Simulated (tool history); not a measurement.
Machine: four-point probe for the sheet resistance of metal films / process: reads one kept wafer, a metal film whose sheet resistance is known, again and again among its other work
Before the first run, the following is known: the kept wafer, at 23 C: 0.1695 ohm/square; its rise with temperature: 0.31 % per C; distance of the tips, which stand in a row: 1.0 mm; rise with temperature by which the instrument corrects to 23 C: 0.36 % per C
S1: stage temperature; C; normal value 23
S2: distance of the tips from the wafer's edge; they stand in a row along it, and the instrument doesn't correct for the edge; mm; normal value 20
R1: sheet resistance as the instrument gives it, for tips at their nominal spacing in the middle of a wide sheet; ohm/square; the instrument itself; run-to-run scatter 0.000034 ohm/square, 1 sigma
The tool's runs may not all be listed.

run    hour  S1  S2        R1
  1       0  23  20  0.169753
  2   101.6  23  20  0.169758
  3   218.7  23  20  0.169738
  4   320.2  23  20  0.169732
  5   387.3  23  20  0.169784
  6   464.3  23  20  0.169769
  7   583.9  23  20  0.169747
  8     672  24  20  0.169677
  9   772.4  23  19  0.169764
 10   831.3  23  17   0.16975
 11     916  23  17   0.16983
 12  1033.5  23  17   0.16982
 13  1097.2  23  20  0.169726
 14  1196.8  24  20  0.169626
 15  1286.1  23  10  0.170352
 16  1343.2  27  20  0.169425
 17  1423.3  23  20  0.169775
 18  1527.3  23  20  0.169725
 19  1609.5  23  39  0.169547
 20  1658.9  23  39  0.169601
     1683.5  -- new probe head fitted
 21  1736.4  23  10  0.170432
 22  1847.8  23  10  0.170443
 23  1970.9  23  10  0.170346
 24  2068.9  18   4  0.175399
 25  2157.3  23  29   0.16962
 26  2279.4  19  57  0.169785
 27  2363.4  27  67  0.169214
 28  2452.3  28  37  0.169251
 29  2522.6  28  37  0.169158
 30  2611.1  28  37  0.169244
     2681.9  -- stage's thermometer calibrated
 31  2715.7  22  20  0.169808
 32  2823.3  22  20  0.169837
 33  2921.2  22  28  0.169671
 34    2983  22  28  0.169675
 35  3106.2  22  28  0.169721
 36  3175.6  19   4  0.175306
 37  3293.5  35  11  0.169407
 38  3402.8  27   6  0.171745
 39  3482.6  27   6  0.171722

4 options for the next run, each taken on its own from the tool as it stands now. Forecast them:
  A  3550  27  16   ?
  B  3550  18   4   ?
  C  3550  25   6   ?
  D  3550  23  11   ?

run        R1
  A  0.169575
  B  0.175451
  C    0.1718
  D  0.170253
What these runs would have given with no unlogged condition in the tool:
run        R1
  A  0.169565
  B  0.175441
  C  0.171791
  D  0.170244

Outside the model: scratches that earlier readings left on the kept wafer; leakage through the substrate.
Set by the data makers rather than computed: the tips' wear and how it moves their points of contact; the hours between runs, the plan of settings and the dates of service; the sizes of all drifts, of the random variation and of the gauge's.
